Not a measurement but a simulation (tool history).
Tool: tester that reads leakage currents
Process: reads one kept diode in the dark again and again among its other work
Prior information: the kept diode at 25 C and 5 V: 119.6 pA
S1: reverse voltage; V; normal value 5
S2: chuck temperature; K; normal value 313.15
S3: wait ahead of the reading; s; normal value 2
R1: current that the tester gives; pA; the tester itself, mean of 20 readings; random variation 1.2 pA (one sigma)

run,hour,S1,S2,S3,R1
1,0,5,313.15,2,391.54
2,51.4,5,313.15,2,391.71
3,125.8,1.98,313.15,2,282.86
4,166.9,1.98,328.15,2,826.89
5,240.7,9.2,313.15,2,486.51
6,311.9,9.2,313.15,2,485.1
7,366.6,9.2,313.15,3.59,484.83
# hour 408.8: chuck's temperature calibrated
8,416.9,5,313.15,2,393.15
9,475.9,5,313.15,2,393.27
10,545.1,5,313.15,2,393.03
11,611.4,5,313.15,2,392.88
12,679.1,5,313.15,2,393.55
13,715.2,5,313.15,2,392.81
14,773.4,5,313.15,2,394.77
15,834.9,5,313.15,2,392.86
16,891.3,1.37,313.15,2,249.87
17,967.2,5,313.15,2,392.64
18,1002.5,5,313.15,2,394.32
19,1038,5,313.15,2,395.05
20,1104.6,1.41,313.15,2,253.08
21,1165.7,12.64,299.15,2,182.84
22,1238.9,9.76,327.15,0.53,1369.92
23,1308.8,9.76,327.15,0.53,1362.3
24,1346.3,9.49,331.15,5.16,1778.21
25,1397.4,8.01,301.15,0.6,185.91
26,1465.5,6.44,314.15,2.33,463.84
27,1526.1,1.35,314.15,2.87,267.29
28,1593.8,2.58,302.15,2,132.22
29,1641.2,3.39,313.15,2,341.24
# hour 1674.6: probe card cleaned and baked
30,1693.6,4.46,296.15,2,98.22
31,1745.5,5,321.15,1.2,706.64
32,1800.5,3.23,313.15,2,336.33
33,1852.4,3.14,313.15,0.63,334.6
34,1899.5,5,318.15,0.44,570.99
35,1938.4,5,309.15,0.65,290.59
36,2016.2,4.67,309.15,1.83,282.05
37,2069.7,4.78,321.15,1.83,693.17
38,2144.7,5.48,313.15,1.66,405.93
39,2217.8,1.95,308.15,3.44,192.38

A few steps of R1 between consecutive runs. Split each: what settings, incoming material and random variation would produce without the hidden state, and what is left over for the hidden state, along with gauge scatter present in only one of the two compared results (measured, and without hidden state):
What the log doesn't record here: stray current of the dirty probe card, pA a volt; current scale over the true one, %; true chuck temperature over the reading, C; drift of the gauge itself on leakage_pa, %.
Run 3 -> 4: S2 313.15 -> 328.15. R1 +544.03 pA: hidden state -0.82, all else +544.85.
Run 7 -> 8: S1 9.2 -> 5, S3 3.59 -> 2, chuck's temperature calibrated. R1 -91.68 pA: hidden state +0.88, all else -92.56.
Run 21 -> 22: S1 12.64 -> 9.76, S2 299.15 -> 327.15, S3 2 -> 0.53. R1 +1187.08 pA: hidden state -0.54, all else +1187.62.
Run 24 -> 25: S1 9.49 -> 8.01, S2 331.15 -> 301.15, S3 5.16 -> 0.6. R1 -1592.3 pA: hidden state +0.61, all else -1592.91.
Run 30 -> 31: S1 4.46 -> 5, S2 296.15 -> 321.15, S3 2 -> 1.2. R1 +608.42 pA: hidden state -0.4, all else +608.82.
